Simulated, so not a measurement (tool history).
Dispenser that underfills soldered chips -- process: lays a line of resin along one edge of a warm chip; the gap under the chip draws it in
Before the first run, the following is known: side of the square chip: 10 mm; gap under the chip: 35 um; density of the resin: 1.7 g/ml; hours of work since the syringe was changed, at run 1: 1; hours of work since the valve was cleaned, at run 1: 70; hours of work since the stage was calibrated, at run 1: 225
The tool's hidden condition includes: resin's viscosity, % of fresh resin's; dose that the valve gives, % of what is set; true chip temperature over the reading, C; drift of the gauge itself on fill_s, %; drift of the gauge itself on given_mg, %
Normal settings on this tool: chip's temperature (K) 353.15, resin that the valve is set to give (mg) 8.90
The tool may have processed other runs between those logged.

run,hour,chip's temperature (K),resin that the valve is set to give (mg),hours of work since the syringe was changed,hours of work since the valve was cleaned,hours of work since the stage was calibrated,time until the resin shows at the far edge (s),resin that the valve gave (mg)
1,0.0,353.15,8.90,1,70,225,109.7,8.66
2,5.5,353.15,8.90,5,74,229,132.5,8.60
# hour 11.0: new syringe of resin
3,14.4,353.15,8.90,2,80,236,117.0,8.59
4,23.1,353.15,8.90,9,87,242,158.5,8.54
# hour 24.2: new syringe of resin
5,29.6,353.15,8.90,4,91,247,126.9,8.60
6,34.2,353.15,8.90,7,94,250,146.6,8.54
# hour 36.7: new syringe of resin
7,38.9,353.15,10.30,2,98,253,112.2,9.85
8,43.5,353.15,8.90,5,101,257,132.9,8.53
# hour 47.0: dispensing valve cleaned and set on the balance
# hour 50.7: new syringe of resin
9,52.9,353.15,8.90,2,4,263,114.2,8.93
10,59.2,353.15,8.90,6,9,267,138.2,8.83
# hour 63.1: new syringe of resin
11,63.4,353.15,8.90,0,12,270,103.9,8.84
12,71.5,353.15,8.90,6,18,276,138.2,8.84
# hour 75.7: new syringe of resin
13,80.6,347.15,8.90,4,24,282,159.5,8.81
14,84.8,347.15,8.90,7,27,286,184.4,8.82
# hour 88.4: new syringe of resin
15,89.8,352.15,9.40,1,31,289,116.0,9.26
16,94.2,363.15,8.90,4,34,292,85.7,8.75
# hour 100.9: new syringe of resin
17,101.4,341.15,8.96,0,39,297,181.3,8.86
18,108.6,341.15,8.96,6,44,303,230.2,8.83
19,112.4,358.15,10.36,8,47,305,122.6,10.05

Run 20 has not been measured yet. What should we expect?
# hour 113.5: new syringe of resin
20,117.2,356.15,10.84,3,50,309,?,?

{"run 20": {"time until the resin shows at the far edge (s)": 104.6, "resin that the valve gave (mg)": 10.57}}
On a tool with no hidden condition, and with the same random variation, this run would have come out at time until the resin shows at the far edge (s) 88.2, resin that the valve gave (mg) 10.84.

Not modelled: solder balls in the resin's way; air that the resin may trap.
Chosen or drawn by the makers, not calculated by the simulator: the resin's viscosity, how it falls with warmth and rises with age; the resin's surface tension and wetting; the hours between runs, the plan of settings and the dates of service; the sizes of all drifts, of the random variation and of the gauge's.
